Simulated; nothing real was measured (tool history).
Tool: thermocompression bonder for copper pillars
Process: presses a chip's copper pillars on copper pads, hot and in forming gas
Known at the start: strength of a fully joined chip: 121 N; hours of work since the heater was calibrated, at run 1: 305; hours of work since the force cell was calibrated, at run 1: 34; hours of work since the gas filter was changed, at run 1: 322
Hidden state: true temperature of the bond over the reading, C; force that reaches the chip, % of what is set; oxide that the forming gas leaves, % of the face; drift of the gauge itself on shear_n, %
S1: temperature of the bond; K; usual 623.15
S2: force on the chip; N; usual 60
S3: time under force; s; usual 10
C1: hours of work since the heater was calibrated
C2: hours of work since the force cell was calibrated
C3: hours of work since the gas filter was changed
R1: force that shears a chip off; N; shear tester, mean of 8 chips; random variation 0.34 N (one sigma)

run	hour	S1	S2	S3	C1	C2	C3	R1
1	0	623.15	60	10	305	34	322	63.8
2	10.3	623.15	60	10	312	41	330	64.6
3	18.7	623.15	60	10	318	47	336	64
# hour 25.9: forming gas filter changed
4	28.4	623.15	60	17	325	54	2	76.6
5	36.8	623.15	60	17	331	60	8	76.1
6	42.4	623.15	48	10	335	64	12	57
7	48.9	623.15	48	10	339	69	16	57.1
8	56.3	623.15	48	10	345	74	22	57
9	61.6	623.15	48	10	348	78	26	57.5
10	71.3	623.15	48	10	355	85	32	57.1
11	80.6	623.15	48	10	362	91	39	56.9
12	88.7	623.15	85	10	368	97	45	76.6
13	97.4	623.15	60	10	374	103	51	64.9
14	102	623.15	60	10	377	107	55	64.5
15	112.1	623.15	60	10	385	114	62	64.5
16	120.8	623.15	60	10	391	120	68	64.4
17	127.8	623.15	60	10	396	125	73	64.9
18	137.5	623.15	60	10	403	132	80	64.1
19	146.4	623.15	60	10	409	139	86	64.3
20	155.8	612.15	60	10	416	145	93	57.3
21	160.4	612.15	60	10	419	149	96	56.9
22	170.7	612.15	60	10	427	156	104	57
23	175.6	612.15	60	10	430	160	107	56.4
24	183.6	605.15	73	21	436	165	113	74.2
25	190.2	605.15	73	21	440	170	118	74.8
26	194.9	637.15	41	6	444	173	121	50.3
27	199.3	635.15	60	5	447	176	124	57.1
28	207.5	609.15	77	29	453	182	130	87.3
29	213.8	597.15	50	10	457	187	135	42.6
30	221.4	620.15	86	10	463	192	140	75.1
31	230.5	636.15	45	19	469	199	147	77.4
32	240.6	628.15	38	10	477	206	154	52.5
33	249.9	636.15	88	9	483	213	161	83.8
34	257.7	626.15	89	11	489	218	166	82.2
35	264.9	626.15	89	11	494	223	171	81.6
36	274.7	626.15	89	11	501	231	178	81.7
37	282.2	626.15	66	27	506	236	184	91
38	289	623.15	52	14	511	241	189	67.3
39	295.8	603.15	55	6	516	246	193	39.6

How the hidden state differs across the entries between the runs, from the last listed run before each to the first after it:
Between runs 3 and 4: forming gas filter changed (hour 25.9)
  oxide that the forming gas leaves, % of the face: 0.96 -> 0.5

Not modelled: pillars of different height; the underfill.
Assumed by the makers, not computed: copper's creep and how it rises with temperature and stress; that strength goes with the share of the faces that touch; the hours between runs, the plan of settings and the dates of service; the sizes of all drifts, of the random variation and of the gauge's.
